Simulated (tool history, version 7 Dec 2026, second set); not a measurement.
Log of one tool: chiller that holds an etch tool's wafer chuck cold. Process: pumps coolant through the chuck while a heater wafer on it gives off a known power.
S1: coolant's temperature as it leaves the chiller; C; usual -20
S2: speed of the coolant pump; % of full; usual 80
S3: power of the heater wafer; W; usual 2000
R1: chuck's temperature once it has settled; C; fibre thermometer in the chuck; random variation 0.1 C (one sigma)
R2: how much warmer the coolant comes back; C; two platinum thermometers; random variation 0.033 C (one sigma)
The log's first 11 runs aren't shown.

run	hour	S1	S2	S3	R1	R2
12	634.6	-20	80	1565	-0.2	3.56
13	710.0	-20	80	1565	0.0	3.55
14	778.1	-20	80	1565	0.0	3.57
15	822.6	-20	80	1565	0.1	3.50
16	860.0	-12	80	2000	13.6	4.55
17	941.9	-14	71	1281	3.4	3.26
18	998.1	-16	85	2552	15.9	5.44
19	1068.7	-16	85	2552	16.0	5.42
20	1108.1	-23	77	2552	10.4	5.98
21	1177.5	-23	64	2195	8.3	6.19
22	1224.0	-23	64	2195	8.2	6.19
23	1279.0	-23	64	2195	8.3	6.11
24	1334.4	-23	64	2195	8.3	6.18
# hour 1385.0: coolant changed, channels flushed
25	1411.4	-23	76	1008	-10.5	2.37
26	1444.4	-30	76	1675	-9.3	3.95
27	1496.8	-18	90	2477	10.4	4.96
28	1532.7	-18	61	2913	22.0	8.59
29	1596.2	-20	69	2633	14.0	6.95
30	1645.2	-20	62	2851	18.7	8.30
31	1726.4	-27	62	2747	10.3	7.94
32	1804.3	-27	62	2747	10.4	7.98

Forecast each of these 4 alternatives for the next run:
A	1843.2	-27	67	2747	?	?
B	1843.2	-17	78	2747	?	?
C	1843.2	-20	79	2000	?	?
D	1843.2	-20	80	1419	?	?

run	R1	R2
A	9.0	7.43
B	16.7	6.43
C	4.2	4.64
D	-2.8	3.24
Without the tool's hidden state the same runs would have given:
run	R1	R2
A	8.2	7.27
B	15.9	6.29
C	3.6	4.53
D	-3.3	3.17

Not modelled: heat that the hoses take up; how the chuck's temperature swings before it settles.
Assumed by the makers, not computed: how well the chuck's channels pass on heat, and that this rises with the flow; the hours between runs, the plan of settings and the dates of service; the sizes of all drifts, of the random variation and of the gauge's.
